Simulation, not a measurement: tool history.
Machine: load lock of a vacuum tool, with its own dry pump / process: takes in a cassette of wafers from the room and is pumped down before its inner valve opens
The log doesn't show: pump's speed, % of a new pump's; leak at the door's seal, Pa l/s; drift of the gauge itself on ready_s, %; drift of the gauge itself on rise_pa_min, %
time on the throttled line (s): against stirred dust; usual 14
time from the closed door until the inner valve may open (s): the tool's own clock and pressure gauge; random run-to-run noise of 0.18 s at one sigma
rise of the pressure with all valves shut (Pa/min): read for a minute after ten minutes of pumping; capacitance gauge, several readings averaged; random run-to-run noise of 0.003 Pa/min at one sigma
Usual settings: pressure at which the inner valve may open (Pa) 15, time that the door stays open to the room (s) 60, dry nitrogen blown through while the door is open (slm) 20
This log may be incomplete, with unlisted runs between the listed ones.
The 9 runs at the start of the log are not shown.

run      day  time on the throttled line (s)  pressure at which the inner valve may open (Pa)  time that the door stays open to the room (s)  dry nitrogen blown through while the door is open (slm)  hours that the pump has run since its overhaul  times that the door has closed on its seal  incoming humidity of the room's air, %  time from the closed door until the inner valve may open (s)  rise of the pressure with all valves shut (Pa/min)
 10  101.096                              14                                               15                                             60                                                       27                                           11645                                       25937                                    46.6                                                          38.5                                               0.321
 11  115.808                              14                                               15                                             60                                                       20                                           11998                                       26957                                    42.0                                                          38.8                                               0.337
 12  123.167                              11                                               15                                             60                                                       20                                           12175                                       27467                                    43.1                                                          36.5                                               0.339
 13  134.096                              14                                               15                                             60                                                       14                                           12437                                       28225                                    47.4                                                          38.8                                               0.366
 14  144.679                              14                                               15                                             60                                                       14                                           12691                                       28959                                    44.9                                                          38.9                                               0.372
 15  159.300                              14                                               15                                             60                                                       20                                           13042                                       29973                                    44.0                                                          39.3                                               0.389
 16  169.400                              14                                               15                                             60                                                       20                                           13284                                       30673                                    43.5                                                          39.0                                               0.398
 17  176.312                              14                                               15                                             60                                                       20                                           13450                                       31153                                    45.5                                                          39.3                                               0.406
 18  188.192                              14                                               15                                             60                                                       20                                           13735                                       31977                                    43.3                                                          39.1                                               0.422
 19  196.917                              14                                               15                                             60                                                       20                                           13945                                       32582                                    44.8                                                          39.3                                               0.446
 20  204.000                              14                                               19                                             60                                                        9                                           14115                                       33073                                    41.4                                                          38.5                                               0.451
 21  216.167                              10                                               15                                             60                                                       20                                           14407                                       33917                                    44.3                                                          36.5                                               0.470
 22  227.033                              11                                               10                                            111                                                       25                                           14668                                       34670                                    45.7                                                          38.6                                               0.495
 23  241.938                              14                                               15                                             70                                                       20                                           15025                                       35704                                    43.8                                                          39.4                                               0.502
 24  248.992                              14                                               15                                             70                                                       20                                           15195                                       36193                                    43.1                                                          39.6                                               0.524
     252.979  -- dry pump taken out, an overhauled one fitted
 25  259.521                              22                                               15                                            112                                                        7                                             157                                       36906                                    47.0                                                          41.7                                               0.552
 26  270.979                               7                                               15                                             36                                                        7                                             432                                       37700                                    45.7                                                          30.9                                               0.548

For run 27, what comes out?
 27  285.554                              14                                               16                                            152                                                       20                                             782                                       38711                                    48.2                                                             ?                                                   ?

Run 27 produced time from the closed door until the inner valve may open (s) 35.8, rise of the pressure with all valves shut (Pa/min) 0.583.
With the hidden condition absent and the run-to-run variation left alone, this run would have shown time from the closed door until the inner valve may open (s) 35.5, rise of the pressure with all valves shut (Pa/min) 0.034.
